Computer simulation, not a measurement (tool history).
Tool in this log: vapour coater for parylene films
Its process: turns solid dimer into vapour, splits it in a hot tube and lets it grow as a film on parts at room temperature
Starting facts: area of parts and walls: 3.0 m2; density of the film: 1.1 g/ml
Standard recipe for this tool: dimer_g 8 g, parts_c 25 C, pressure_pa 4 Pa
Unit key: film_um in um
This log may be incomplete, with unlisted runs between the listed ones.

Run 1, hour 0: usual settings. Result: film_um 1.95 um.
Run 2, hour 17.6: usual settings but pressure_pa 2.18 Pa. Result: film_um 2.01 um.
Run 3, hour 37: usual settings but parts_c 34 C, pressure_pa 2.18 Pa. Result: film_um 1.34 um.
Run 4, hour 50.3: usual settings. Result: film_um 1.94 um.
Run 5, hour 71.1: usual settings but dimer_g 11 g. Result: film_um 2.7 um.
Run 6, hour 90.4: usual settings but dimer_g 11 g. Result: film_um 2.66 um.
Run 7, hour 109.4: usual settings but parts_c 19 C. Result: film_um 2.38 um.
Run 8, hour 118: usual settings but parts_c 19 C. Result: film_um 2.39 um.
Run 9, hour 132: usual settings. Result: film_um 1.89 um.
Run 10, hour 148.5: usual settings. Result: film_um 1.91 um.
Run 11, hour 161.9: usual settings but pressure_pa 8.58 Pa. Result: film_um 1.84 um.
Run 12, hour 178: usual settings but dimer_g 4 g, parts_c 26 C, pressure_pa 3.35 Pa. Result: film_um 0.92 um.
Run 13, hour 194.5: usual settings but dimer_g 9 g, parts_c 26 C, pressure_pa 9.24 Pa. Result: film_um 1.92 um.
Run 14, hour 212.8: usual settings but dimer_g 4 g. Result: film_um 0.98 um.
Run 15, hour 230: usual settings but dimer_g 10 g. Result: film_um 2.41 um.
Run 16, hour 244.7: usual settings but dimer_g 4 g, parts_c 34 C, pressure_pa 3.55 Pa. Result: film_um 0.66 um.
Run 17, hour 265.6: usual settings but dimer_g 14 g, parts_c 17 C, pressure_pa 4.34 Pa. Result: film_um 4.09 um.
Run 18, hour 283.6: usual settings but dimer_g 5 g, parts_c 17 C, pressure_pa 6.86 Pa. Result: film_um 1.51 um.

5 options for the next run, each taken on its own from the tool as it stands now. Forecast them:
Run A, hour 304.7: usual settings but parts_c 21 C. Result: film_um ?.
Run B, hour 304.7: usual settings but dimer_g 5 g, parts_c 29 C, pressure_pa 6.86 Pa. Result: film_um ?.
Run C, hour 304.7: usual settings but dimer_g 5 g, parts_c 28 C, pressure_pa 2.15 Pa. Result: film_um ?.
Run D, hour 304.7: usual settings but dimer_g 4 g, parts_c 18 C, pressure_pa 4.58 Pa. Result: film_um ?.
Run E, hour 304.7: usual settings but parts_c 26 C, pressure_pa 5.91 Pa. Result: film_um ?.

run  film_um
  A     2.34
  B     0.95
  C     1.09
  D      1.2
  E     1.81
Had the tool no hidden state, the same runs would have come out as:
run  film_um
  A     2.34
  B     0.95
  C     1.09
  D      1.2
  E     1.81
